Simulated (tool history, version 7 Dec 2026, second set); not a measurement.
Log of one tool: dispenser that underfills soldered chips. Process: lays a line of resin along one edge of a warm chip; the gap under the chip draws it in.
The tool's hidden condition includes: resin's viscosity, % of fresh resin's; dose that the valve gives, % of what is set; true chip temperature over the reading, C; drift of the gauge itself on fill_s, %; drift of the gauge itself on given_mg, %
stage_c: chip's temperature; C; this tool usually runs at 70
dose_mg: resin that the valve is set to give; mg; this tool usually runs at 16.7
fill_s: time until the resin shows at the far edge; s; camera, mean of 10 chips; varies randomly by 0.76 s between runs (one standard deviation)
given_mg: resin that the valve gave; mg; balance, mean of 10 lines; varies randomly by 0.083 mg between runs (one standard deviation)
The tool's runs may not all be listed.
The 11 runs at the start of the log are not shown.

| run | hour | stage_c | dose_mg | hours of work since the syringe was changed | hours of work since the valve was cleaned | hours of work since the stage was calibrated | fill_s | given_mg |
|---|---|---|---|---|---|---|---|---|
| 12 | 49.1 | 70 | 14.4 | 9 | 14 | 129 | 108.1 | 14.38 |
|  | 53.6 | new syringe of resin |
| 13 | 54.2 | 70 | 14.4 | 0 | 17 | 133 | 74.7 | 14.33 |
| 14 | 56.5 | 70 | 14.4 | 2 | 19 | 134 | 81.1 | 14.18 |
| 15 | 61.2 | 70 | 16.4 | 5 | 22 | 137 | 87.3 | 16.20 |
| 16 | 64.9 | 70 | 16.4 | 8 | 24 | 140 | 100.3 | 16.16 |
| 17 | 69.7 | 83 | 16.4 | 11 | 28 | 143 | 79.4 | 16.09 |
|  | 71.1 | new syringe of resin |
| 18 | 73.1 | 60 | 15.2 | 1 | 30 | 145 | 106.4 | 14.96 |
| 19 | 76.5 | 63 | 19.6 | 4 | 32 | 148 | 102.5 | 19.18 |
| 20 | 81.0 | 63 | 19.6 | 7 | 35 | 151 | 117.5 | 19.17 |
| 21 | 83.6 | 65 | 17.6 | 9 | 37 | 152 | 120.6 | 17.29 |
|  | 88.8 | new syringe of resin |
| 22 | 88.8 | 65 | 18.3 | 0 | 40 | 156 | 82.0 | 17.90 |
| 23 | 91.8 | 65 | 18.3 | 2 | 42 | 158 | 90.2 | 17.85 |
| 24 | 94.2 | 68 | 16.3 | 4 | 44 | 159 | 90.4 | 15.89 |
| 25 | 97.3 | 84 | 21.4 | 6 | 46 | 162 | 60.2 | 20.81 |
| 26 | 101.1 | 83 | 20.6 | 8 | 49 | 164 | 68.7 | 20.05 |
| 27 | 105.6 | 58 | 20.0 | 11 | 52 | 167 | 173.0 | 19.59 |

Estimate the outcome of run 28 from the log above:
|  | 106.3 | new syringe of resin |
| 28 | 110.9 | 70 | 14.4 | 3 | 55 | 171 | ? | ? |

Run 28 produced fill_s 84.7 s, given_mg 13.89 mg.
With the hidden condition absent and the run-to-run variation left alone, this run would have shown fill_s 73.6 s, given_mg 14.32 mg.
